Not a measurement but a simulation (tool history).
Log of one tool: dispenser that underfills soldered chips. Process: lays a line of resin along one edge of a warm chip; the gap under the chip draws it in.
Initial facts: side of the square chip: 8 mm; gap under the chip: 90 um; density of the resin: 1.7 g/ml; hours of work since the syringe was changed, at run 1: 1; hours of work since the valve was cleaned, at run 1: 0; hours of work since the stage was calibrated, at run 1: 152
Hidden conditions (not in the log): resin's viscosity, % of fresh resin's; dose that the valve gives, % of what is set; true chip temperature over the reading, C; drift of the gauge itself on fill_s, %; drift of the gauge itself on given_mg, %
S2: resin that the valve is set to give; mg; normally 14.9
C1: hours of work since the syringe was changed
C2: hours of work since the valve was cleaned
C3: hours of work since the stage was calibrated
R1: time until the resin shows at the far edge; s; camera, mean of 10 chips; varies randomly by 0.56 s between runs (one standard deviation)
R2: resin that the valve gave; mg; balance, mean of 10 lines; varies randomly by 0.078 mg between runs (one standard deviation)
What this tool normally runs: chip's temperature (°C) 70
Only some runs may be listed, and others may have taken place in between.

Run 1, hour 0: usual settings; C1 1; C2 0; C3 152. Result: R1 51.8 s, R2 14.91 mg.
Run 2, hour 4.8: usual settings; C1 5; C2 4; C3 155. Result: R1 58.6 s, R2 14.8 mg.
At hour 5.6: new syringe of resin.
Run 3, hour 9: usual settings; C1 3; C2 7; C3 158. Result: R1 54.5 s, R2 14.86 mg.
At hour 12.7: new syringe of resin.
Run 4, hour 12.7: usual settings; C1 0; C2 9; C3 161. Result: R1 48.3 s, R2 14.81 mg.
Run 5, hour 15: usual settings but S2 13.5 mg; C1 2; C2 11; C3 162. Result: R1 53.3 s, R2 13.34 mg.
Run 6, hour 17.3: usual settings; C1 3; C2 13; C3 164. Result: R1 56 s, R2 14.7 mg.
At hour 20: new syringe of resin.
Run 7, hour 20.4: usual settings but S2 14.3 mg; C1 0; C2 15; C3 166. Result: R1 49 s, R2 14.05 mg.
Run 8, hour 25.2: usual settings; C1 4; C2 18; C3 170. Result: R1 55.1 s, R2 14.62 mg.
At hour 27.2: new syringe of resin.
Run 9, hour 29: usual settings; C1 1; C2 21; C3 173. Result: R1 53.1 s, R2 14.62 mg.
Run 10, hour 31.8: usual settings; C1 4; C2 23; C3 175. Result: R1 56.7 s, R2 14.61 mg.
At hour 34.3: new syringe of resin.
Run 11, hour 34.6: usual settings but chip's temperature (°C) 67, S2 16 mg; C1 0; C2 25; C3 177. Result: R1 57.6 s, R2 15.69 mg.
Run 12, hour 38.9: usual settings but chip's temperature (°C) 67, S2 16 mg; C1 3; C2 28; C3 180. Result: R1 65.4 s, R2 15.59 mg.
At hour 41.4: new syringe of resin.
Run 13, hour 43.8: usual settings but S2 17.3 mg; C1 2; C2 32; C3 183. Result: R1 51.7 s, R2 16.91 mg.
Run 14, hour 47.8: usual settings but chip's temperature (°C) 63, S2 15.6 mg; C1 5; C2 35; C3 186. Result: R1 83.3 s, R2 15.22 mg.
At hour 48.7: new syringe of resin.
Run 15, hour 51: usual settings but chip's temperature (°C) 63, S2 15.6 mg; C1 2; C2 37; C3 188. Result: R1 75.2 s, R2 15.23 mg.
Run 16, hour 53.1: usual settings but chip's temperature (°C) 63, S2 15.6 mg; C1 3; C2 38; C3 190. Result: R1 79.3 s, R2 15.2 mg.
At hour 55.8: new syringe of resin.
Run 17, hour 56.2: usual settings but chip's temperature (°C) 63, S2 15.6 mg; C1 0; C2 40; C3 192. Result: R1 71.8 s, R2 15.11 mg.
Run 18, hour 58.6: usual settings but chip's temperature (°C) 63, S2 14 mg; C1 2; C2 42; C3 194. Result: R1 77.5 s, R2 13.55 mg.

A few steps of R1 between consecutive runs. Split each: what settings, incoming material and random variation would produce without the hidden state, and what is left over for the hidden state, along with gauge scatter present in only one of the two compared results (measured, and without hidden state):
Run 13 -> 14: chip's temperature (°C) 70 -> 63, S2 17.3 -> 15.6. R1 +31.6 s: hidden state +11.4, all else +20.2.

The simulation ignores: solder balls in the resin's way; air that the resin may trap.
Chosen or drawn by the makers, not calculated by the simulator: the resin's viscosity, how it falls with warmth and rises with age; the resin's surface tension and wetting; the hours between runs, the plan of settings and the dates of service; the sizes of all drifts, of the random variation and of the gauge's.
